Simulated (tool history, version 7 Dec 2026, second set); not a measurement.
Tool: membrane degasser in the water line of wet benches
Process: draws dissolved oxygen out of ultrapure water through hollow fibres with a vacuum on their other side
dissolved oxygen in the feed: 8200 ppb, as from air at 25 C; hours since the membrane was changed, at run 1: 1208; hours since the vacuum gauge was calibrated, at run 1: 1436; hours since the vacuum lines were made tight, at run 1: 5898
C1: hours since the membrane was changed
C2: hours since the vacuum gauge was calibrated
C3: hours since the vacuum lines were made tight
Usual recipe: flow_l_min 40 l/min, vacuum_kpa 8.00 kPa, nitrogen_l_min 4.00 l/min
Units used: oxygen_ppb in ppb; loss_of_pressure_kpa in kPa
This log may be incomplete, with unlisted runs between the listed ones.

{"run": 1, "hour": 0.0, "flow_l_min": 40, "vacuum_kpa": 8.0, "nitrogen_l_min": 4.0, "C1": 1208, "C2": 1436, "C3": 5898, "oxygen_ppb": 154.3, "loss_of_pressure_kpa": 50.02}
{"run": 2, "hour": 71.4, "flow_l_min": 40, "vacuum_kpa": 8.0, "nitrogen_l_min": 4.0, "C1": 1280, "C2": 1508, "C3": 5970, "oxygen_ppb": 152.4, "loss_of_pressure_kpa": 49.58}
{"run": 3, "hour": 126.8, "flow_l_min": 40, "vacuum_kpa": 8.0, "nitrogen_l_min": 4.0, "C1": 1335, "C2": 1563, "C3": 6025, "oxygen_ppb": 152.7, "loss_of_pressure_kpa": 50.09}
{"run": 4, "hour": 208.0, "flow_l_min": 40, "vacuum_kpa": 8.0, "nitrogen_l_min": 4.0, "C1": 1416, "C2": 1644, "C3": 6106, "oxygen_ppb": 153.1, "loss_of_pressure_kpa": 49.22}
{"run": 5, "hour": 259.3, "flow_l_min": 40, "vacuum_kpa": 8.0, "nitrogen_l_min": 4.0, "C1": 1468, "C2": 1696, "C3": 6157, "oxygen_ppb": 155.7, "loss_of_pressure_kpa": 49.59}
{"run": 6, "hour": 332.4, "flow_l_min": 40, "vacuum_kpa": 8.0, "nitrogen_l_min": 4.0, "C1": 1541, "C2": 1769, "C3": 6231, "oxygen_ppb": 152.8, "loss_of_pressure_kpa": 50.03}
{"run": 7, "hour": 378.9, "flow_l_min": 40, "vacuum_kpa": 8.0, "nitrogen_l_min": 4.0, "C1": 1587, "C2": 1815, "C3": 6277, "oxygen_ppb": 153.7, "loss_of_pressure_kpa": 50.35}
{"run": 8, "hour": 451.4, "flow_l_min": 40, "vacuum_kpa": 8.0, "nitrogen_l_min": 4.0, "C1": 1660, "C2": 1888, "C3": 6350, "oxygen_ppb": 152.9, "loss_of_pressure_kpa": 49.56}
{"run": 9, "hour": 510.9, "flow_l_min": 40, "vacuum_kpa": 8.0, "nitrogen_l_min": 4.0, "C1": 1719, "C2": 1947, "C3": 6409, "oxygen_ppb": 157.4, "loss_of_pressure_kpa": 49.88}
{"run": 10, "hour": 552.0, "flow_l_min": 40, "vacuum_kpa": 15.43, "nitrogen_l_min": 4.0, "C1": 1760, "C2": 1988, "C3": 6450, "oxygen_ppb": 319.6, "loss_of_pressure_kpa": 50.01}
{"run": 11, "hour": 609.9, "flow_l_min": 40, "vacuum_kpa": 8.0, "nitrogen_l_min": 4.0, "C1": 1818, "C2": 2046, "C3": 6508, "oxygen_ppb": 154.1, "loss_of_pressure_kpa": 50.23}
{"run": 12, "hour": 691.4, "flow_l_min": 56, "vacuum_kpa": 8.0, "nitrogen_l_min": 4.0, "C1": 1900, "C2": 2128, "C3": 6590, "oxygen_ppb": 245.0, "loss_of_pressure_kpa": 69.85}
{"run": 13, "hour": 750.7, "flow_l_min": 40, "vacuum_kpa": 8.0, "nitrogen_l_min": 4.0, "C1": 1959, "C2": 2187, "C3": 6649, "oxygen_ppb": 156.3, "loss_of_pressure_kpa": 50.02}
{"run": 14, "hour": 802.6, "flow_l_min": 40, "vacuum_kpa": 8.0, "nitrogen_l_min": 4.0, "C1": 2011, "C2": 2239, "C3": 6701, "oxygen_ppb": 156.8, "loss_of_pressure_kpa": 49.93}
{"run": 15, "hour": 839.5, "flow_l_min": 40, "vacuum_kpa": 8.0, "nitrogen_l_min": 4.0, "C1": 2048, "C2": 2276, "C3": 6738, "oxygen_ppb": 156.1, "loss_of_pressure_kpa": 50.03}
{"run": 16, "hour": 906.2, "flow_l_min": 40, "vacuum_kpa": 8.0, "nitrogen_l_min": 4.0, "C1": 2115, "C2": 2342, "C3": 6804, "oxygen_ppb": 153.7, "loss_of_pressure_kpa": 49.82}
{"run": 17, "hour": 965.6, "flow_l_min": 40, "vacuum_kpa": 8.0, "nitrogen_l_min": 4.0, "C1": 2174, "C2": 2402, "C3": 6864, "oxygen_ppb": 156.0, "loss_of_pressure_kpa": 49.98}
{"run": 18, "hour": 1004.3, "flow_l_min": 46, "vacuum_kpa": 8.73, "nitrogen_l_min": 4.0, "C1": 2213, "C2": 2441, "C3": 6903, "oxygen_ppb": 202.6, "loss_of_pressure_kpa": 57.56}
{"run": 19, "hour": 1065.6, "flow_l_min": 29, "vacuum_kpa": 8.73, "nitrogen_l_min": 2.18, "C1": 2274, "C2": 2502, "C3": 6964, "oxygen_ppb": 186.8, "loss_of_pressure_kpa": 36.37}
{"run": 20, "hour": 1109.4, "flow_l_min": 40, "vacuum_kpa": 10.86, "nitrogen_l_min": 4.0, "C1": 2318, "C2": 2546, "C3": 7008, "oxygen_ppb": 219.8, "loss_of_pressure_kpa": 49.98}
{"run": 21, "hour": 1153.2, "flow_l_min": 40, "vacuum_kpa": 8.18, "nitrogen_l_min": 7.54, "C1": 2362, "C2": 2590, "C3": 7051, "oxygen_ppb": 107.2, "loss_of_pressure_kpa": 50.3}
{"run": 22, "hour": 1198.6, "flow_l_min": 26, "vacuum_kpa": 8.18, "nitrogen_l_min": 6.47, "C1": 2407, "C2": 2635, "C3": 7097, "oxygen_ppb": 63.1, "loss_of_pressure_kpa": 32.61}
{"run": 23, "hour": 1239.6, "flow_l_min": 45, "vacuum_kpa": 8.67, "nitrogen_l_min": 2.02, "C1": 2448, "C2": 2676, "C3": 7138, "oxygen_ppb": 323.3, "loss_of_pressure_kpa": 56.43}
{"hour": 1248.1, "done": "vacuum gauge calibrated"}
{"run": 24, "hour": 1323.7, "flow_l_min": 45, "vacuum_kpa": 8.67, "nitrogen_l_min": 2.02, "C1": 2532, "C2": 76, "C3": 7221, "oxygen_ppb": 321.1, "loss_of_pressure_kpa": 56.19}
{"run": 25, "hour": 1363.0, "flow_l_min": 45, "vacuum_kpa": 8.67, "nitrogen_l_min": 2.02, "C1": 2571, "C2": 115, "C3": 7261, "oxygen_ppb": 321.3, "loss_of_pressure_kpa": 56.65}
{"run": 26, "hour": 1443.8, "flow_l_min": 30, "vacuum_kpa": 8.0, "nitrogen_l_min": 9.84, "C1": 2652, "C2": 196, "C3": 7341, "oxygen_ppb": 56.9, "loss_of_pressure_kpa": 37.56}
{"run": 27, "hour": 1528.4, "flow_l_min": 30, "vacuum_kpa": 11.09, "nitrogen_l_min": 1.92, "C1": 2736, "C2": 280, "C3": 7426, "oxygen_ppb": 299.7, "loss_of_pressure_kpa": 37.7}
{"run": 28, "hour": 1577.9, "flow_l_min": 40, "vacuum_kpa": 17.17, "nitrogen_l_min": 4.0, "C1": 2786, "C2": 330, "C3": 7476, "oxygen_ppb": 364.6, "loss_of_pressure_kpa": 50.25}
{"run": 29, "hour": 1659.5, "flow_l_min": 37, "vacuum_kpa": 8.0, "nitrogen_l_min": 4.0, "C1": 2867, "C2": 411, "C3": 7557, "oxygen_ppb": 145.2, "loss_of_pressure_kpa": 46.69}
{"run": 30, "hour": 1739.0, "flow_l_min": 37, "vacuum_kpa": 6.73, "nitrogen_l_min": 4.0, "C1": 2947, "C2": 491, "C3": 7637, "oxygen_ppb": 116.4, "loss_of_pressure_kpa": 46.24}
{"hour": 1746.8, "done": "vacuum gauge calibrated, once more"}
{"run": 31, "hour": 1775.3, "flow_l_min": 37, "vacuum_kpa": 13.23, "nitrogen_l_min": 4.0, "C1": 2983, "C2": 29, "C3": 7673, "oxygen_ppb": 255.0, "loss_of_pressure_kpa": 46.23}
{"run": 32, "hour": 1824.5, "flow_l_min": 25, "vacuum_kpa": 8.0, "nitrogen_l_min": 2.15, "C1": 3032, "C2": 78, "C3": 7722, "oxygen_ppb": 140.0, "loss_of_pressure_kpa": 31.69}
{"run": 33, "hour": 1890.9, "flow_l_min": 50, "vacuum_kpa": 10.07, "nitrogen_l_min": 4.0, "C1": 3098, "C2": 144, "C3": 7788, "oxygen_ppb": 272.9, "loss_of_pressure_kpa": 63.26}

Some steps in oxygen_ppb between neighbouring runs. How much of each would the tool show without its hidden state too (settings, what came in, random variation), and how much is left for the hidden state, with any gauge scatter that isn't in both results?
Hidden state at play: membrane still open, %; true pressure behind the membrane over the reading, kPa; air that leaks in behind the membrane, l/min; drift of the gauge itself on oxygen_ppb, %; drift of the gauge itself on loss_of_pressure_kpa, %.
Run 22 -> 23: flow_l_min 26 -> 45, vacuum_kpa 8.18 -> 8.67, nitrogen_l_min 6.47 -> 2.02. oxygen_ppb +260.2 ppb: hidden state +6.2, all else +254.0.
Run 25 -> 26: flow_l_min 45 -> 30, vacuum_kpa 8.67 -> 8.00, nitrogen_l_min 2.02 -> 9.84. oxygen_ppb -264.4 ppb: hidden state -6.5, all else -257.9.
Run 26 -> 27: vacuum_kpa 8.00 -> 11.09, nitrogen_l_min 9.84 -> 1.92. oxygen_ppb +242.8 ppb: hidden state +4.1, all else +238.7.
Run 32 -> 33: flow_l_min 25 -> 50, vacuum_kpa 8.00 -> 10.07, nitrogen_l_min 2.15 -> 4.00. oxygen_ppb +132.9 ppb: hidden state +6.0, all else +126.9.
